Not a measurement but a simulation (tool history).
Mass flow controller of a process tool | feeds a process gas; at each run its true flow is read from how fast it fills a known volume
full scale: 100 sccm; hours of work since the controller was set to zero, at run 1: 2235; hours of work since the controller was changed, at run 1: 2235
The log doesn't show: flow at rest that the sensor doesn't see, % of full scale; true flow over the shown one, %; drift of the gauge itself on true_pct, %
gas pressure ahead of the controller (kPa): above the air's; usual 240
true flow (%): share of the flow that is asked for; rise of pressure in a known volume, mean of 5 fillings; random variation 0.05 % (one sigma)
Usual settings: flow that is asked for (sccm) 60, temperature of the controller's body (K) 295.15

run    hour  flow that is asked for (sccm)  gas pressure ahead of the controller (kPa)  temperature of the controller's body (K)  hours of work since the controller was set to zero  hours of work since the controller was changed  true flow (%)
  1     0.0                             60                                         240                                    295.15                                                2235                                            2235          99.26
  2   432.3                             60                                         240                                    295.15                                                2413                                            2413          99.27
  3   646.5                             60                                         240                                    295.15                                                2501                                            2501          99.29
  4   877.7                             60                                         240                                    295.15                                                2596                                            2596          99.27
  5  1238.7                             60                                         240                                    295.15                                                2745                                            2745          99.08
  6  1574.3                             60                                         240                                    295.15                                                2884                                            2884          99.06
  7  1808.0                             60                                         240                                    295.15                                                2980                                            2980          99.01
  8  2256.7                             34                                         240                                    295.15                                                3165                                            3165          98.48
  9  2737.1                             34                                         240                                    295.15                                                3363                                            3363          98.45
 10  3085.7                             99                                         214                                    308.15                                                3507                                            3507          98.34
 11  3461.3                             18                                         152                                    301.15                                                3662                                            3662          97.97
 12  3941.9                             97                                         166                                    303.15                                                3860                                            3860          99.14
 13  4148.2                             97                                         166                                    303.15                                                3945                                            3945          99.11
 14  4556.0                             97                                         166                                    303.15                                                4113                                            4113          99.10
 15  4771.8                             60                                         242                                    295.15                                                4202                                            4202          98.78
 16  5154.7                             60                                         242                                    295.15                                                4360                                            4360          98.66
 17  5550.9                             51                                         195                                    295.15                                                4524                                            4524          98.84

3 ways to go on from here, each from the tool as it stands after run 17. What would each give?
     5638.3  -- gauge calibrated
  A  5903.3                             60                                         240                                    293.15                                                4669                                            4669              ?
     5638.3  -- gauge calibrated
  B  5903.3                             12                                         167                                    295.15                                                4669                                            4669              ?
     5638.3  -- gauge calibrated
  C  5903.3                             46                                         222                                    304.15                                                4669                                            4669              ?

run  true flow (%)
  A          99.37
  B          98.78
  C          97.96
Without the tool's hidden state the same runs would have given:
run  true flow (%)
  A          99.40
  B          98.83
  C          97.99
